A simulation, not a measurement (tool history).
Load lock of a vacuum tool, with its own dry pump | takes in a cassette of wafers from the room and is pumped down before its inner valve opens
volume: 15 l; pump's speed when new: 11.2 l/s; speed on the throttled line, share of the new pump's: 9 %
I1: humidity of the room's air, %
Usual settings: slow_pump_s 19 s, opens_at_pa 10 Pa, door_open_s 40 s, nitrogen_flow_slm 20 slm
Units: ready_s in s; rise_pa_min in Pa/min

{"run": 1, "day": 0.0, "slow_pump_s": 19, "opens_at_pa": 10, "door_open_s": 40, "nitrogen_flow_slm": 20, "I1": 44.1, "ready_s": 30.2, "rise_pa_min": 0.151}
{"run": 2, "day": 3.692, "slow_pump_s": 19, "opens_at_pa": 10, "door_open_s": 40, "nitrogen_flow_slm": 20, "I1": 48.7, "ready_s": 30.2, "rise_pa_min": 0.151}
{"run": 3, "day": 9.171, "slow_pump_s": 19, "opens_at_pa": 10, "door_open_s": 40, "nitrogen_flow_slm": 20, "I1": 42.8, "ready_s": 30.1, "rise_pa_min": 0.15}
{"run": 4, "day": 14.762, "slow_pump_s": 19, "opens_at_pa": 10, "door_open_s": 40, "nitrogen_flow_slm": 20, "I1": 45.6, "ready_s": 29.9, "rise_pa_min": 0.166}
{"run": 5, "day": 18.583, "slow_pump_s": 19, "opens_at_pa": 10, "door_open_s": 40, "nitrogen_flow_slm": 20, "I1": 42.2, "ready_s": 30.5, "rise_pa_min": 0.155}
{"run": 6, "day": 23.162, "slow_pump_s": 19, "opens_at_pa": 10, "door_open_s": 40, "nitrogen_flow_slm": 20, "I1": 42.7, "ready_s": 30.3, "rise_pa_min": 0.162}
{"run": 7, "day": 26.333, "slow_pump_s": 19, "opens_at_pa": 10, "door_open_s": 40, "nitrogen_flow_slm": 20, "I1": 48.9, "ready_s": 30.1, "rise_pa_min": 0.174}
{"run": 8, "day": 30.867, "slow_pump_s": 19, "opens_at_pa": 10, "door_open_s": 40, "nitrogen_flow_slm": 20, "I1": 48.1, "ready_s": 29.8, "rise_pa_min": 0.178}
{"run": 9, "day": 36.196, "slow_pump_s": 13, "opens_at_pa": 10, "door_open_s": 40, "nitrogen_flow_slm": 20, "I1": 50.8, "ready_s": 24.6, "rise_pa_min": 0.192}
{"run": 10, "day": 39.583, "slow_pump_s": 13, "opens_at_pa": 10, "door_open_s": 40, "nitrogen_flow_slm": 20, "I1": 45.5, "ready_s": 24.4, "rise_pa_min": 0.175}
{"run": 11, "day": 44.358, "slow_pump_s": 19, "opens_at_pa": 10, "door_open_s": 40, "nitrogen_flow_slm": 20, "I1": 45.3, "ready_s": 30.7, "rise_pa_min": 0.188}
{"run": 12, "day": 47.75, "slow_pump_s": 19, "opens_at_pa": 10, "door_open_s": 146, "nitrogen_flow_slm": 20, "I1": 44.4, "ready_s": 30.9, "rise_pa_min": 0.234}
{"run": 13, "day": 50.933, "slow_pump_s": 19, "opens_at_pa": 10, "door_open_s": 146, "nitrogen_flow_slm": 20, "I1": 43.3, "ready_s": 30.8, "rise_pa_min": 0.242}
{"run": 14, "day": 55.608, "slow_pump_s": 19, "opens_at_pa": 10, "door_open_s": 146, "nitrogen_flow_slm": 20, "I1": 45.8, "ready_s": 30.2, "rise_pa_min": 0.253}
{"run": 15, "day": 58.321, "slow_pump_s": 19, "opens_at_pa": 10, "door_open_s": 146, "nitrogen_flow_slm": 20, "I1": 48.0, "ready_s": 30.2, "rise_pa_min": 0.262}
{"run": 16, "day": 63.921, "slow_pump_s": 19, "opens_at_pa": 10, "door_open_s": 146, "nitrogen_flow_slm": 21, "I1": 47.0, "ready_s": 30.4, "rise_pa_min": 0.257}
{"run": 17, "day": 66.604, "slow_pump_s": 10, "opens_at_pa": 13, "door_open_s": 122, "nitrogen_flow_slm": 22, "I1": 43.2, "ready_s": 21.6, "rise_pa_min": 0.245}
{"run": 18, "day": 70.329, "slow_pump_s": 11, "opens_at_pa": 13, "door_open_s": 122, "nitrogen_flow_slm": 35, "I1": 45.1, "ready_s": 22.9, "rise_pa_min": 0.23}
{"run": 19, "day": 75.879, "slow_pump_s": 11, "opens_at_pa": 10, "door_open_s": 40, "nitrogen_flow_slm": 17, "I1": 45.1, "ready_s": 23.1, "rise_pa_min": 0.223}
{"run": 20, "day": 81.233, "slow_pump_s": 15, "opens_at_pa": 10, "door_open_s": 40, "nitrogen_flow_slm": 20, "I1": 44.9, "ready_s": 26.7, "rise_pa_min": 0.224}
{"run": 21, "day": 84.2, "slow_pump_s": 15, "opens_at_pa": 10, "door_open_s": 40, "nitrogen_flow_slm": 20, "I1": 42.4, "ready_s": 26.9, "rise_pa_min": 0.224}
{"run": 22, "day": 86.562, "slow_pump_s": 15, "opens_at_pa": 10, "door_open_s": 40, "nitrogen_flow_slm": 20, "I1": 44.4, "ready_s": 26.7, "rise_pa_min": 0.23}
{"run": 23, "day": 90.725, "slow_pump_s": 17, "opens_at_pa": 13, "door_open_s": 38, "nitrogen_flow_slm": 9, "I1": 44.0, "ready_s": 28.5, "rise_pa_min": 0.243}
{"run": 24, "day": 94.604, "slow_pump_s": 17, "opens_at_pa": 13, "door_open_s": 38, "nitrogen_flow_slm": 9, "I1": 44.4, "ready_s": 28.0, "rise_pa_min": 0.245}
{"run": 25, "day": 98.896, "slow_pump_s": 16, "opens_at_pa": 15, "door_open_s": 45, "nitrogen_flow_slm": 13, "I1": 45.1, "ready_s": 26.9, "rise_pa_min": 0.257}
{"run": 26, "day": 104.371, "slow_pump_s": 16, "opens_at_pa": 16, "door_open_s": 27, "nitrogen_flow_slm": 20, "I1": 45.6, "ready_s": 26.8, "rise_pa_min": 0.231}
{"run": 27, "day": 109.629, "slow_pump_s": 29, "opens_at_pa": 10, "door_open_s": 84, "nitrogen_flow_slm": 20, "I1": 43.2, "ready_s": 39.7, "rise_pa_min": 0.262}
{"run": 28, "day": 114.888, "slow_pump_s": 29, "opens_at_pa": 10, "door_open_s": 84, "nitrogen_flow_slm": 20, "I1": 46.1, "ready_s": 39.6, "rise_pa_min": 0.287}
{"run": 29, "day": 118.379, "slow_pump_s": 28, "opens_at_pa": 10, "door_open_s": 181, "nitrogen_flow_slm": 20, "I1": 44.7, "ready_s": 38.4, "rise_pa_min": 0.325}
{"run": 30, "day": 121.417, "slow_pump_s": 25, "opens_at_pa": 19, "door_open_s": 48, "nitrogen_flow_slm": 4, "I1": 44.7, "ready_s": 34.8, "rise_pa_min": 0.304}

Hidden state or all else? Some run-to-run changes of ready_s, split into what the settings, what came in and random variation would give without the hidden state, and what is left for the hidden state (with any gauge scatter that isn't in both results):
The hidden state here: pump's speed, % of a new pump's; leak at the door's seal, Pa l/s; drift of the gauge itself on ready_s, %; drift of the gauge itself on rise_pa_min, %.
Run 2 -> 3: no setting changed, nothing entered. ready_s -0.1 s: hidden state +0.1, all else -0.2.
Run 6 -> 7: no setting changed, nothing entered. ready_s -0.2 s: hidden state +0.1, all else -0.3.
Run 7 -> 8: no setting changed, nothing entered. ready_s -0.3 s: hidden state -0.1, all else -0.2.
Run 10 -> 11: slow_pump_s 13 -> 19. ready_s +6.3 s: hidden state +0.0, all else +6.3.
Run 16 -> 17: slow_pump_s 19 -> 10, opens_at_pa 10 -> 13, door_open_s 146 -> 122, nitrogen_flow_slm 21 -> 22. ready_s -8.8 s: hidden state +0.0, all else -8.8.
Run 26 -> 27: slow_pump_s 16 -> 29, opens_at_pa 16 -> 10, door_open_s 27 -> 84. ready_s +12.9 s: hidden state +0.1, all else +12.8.
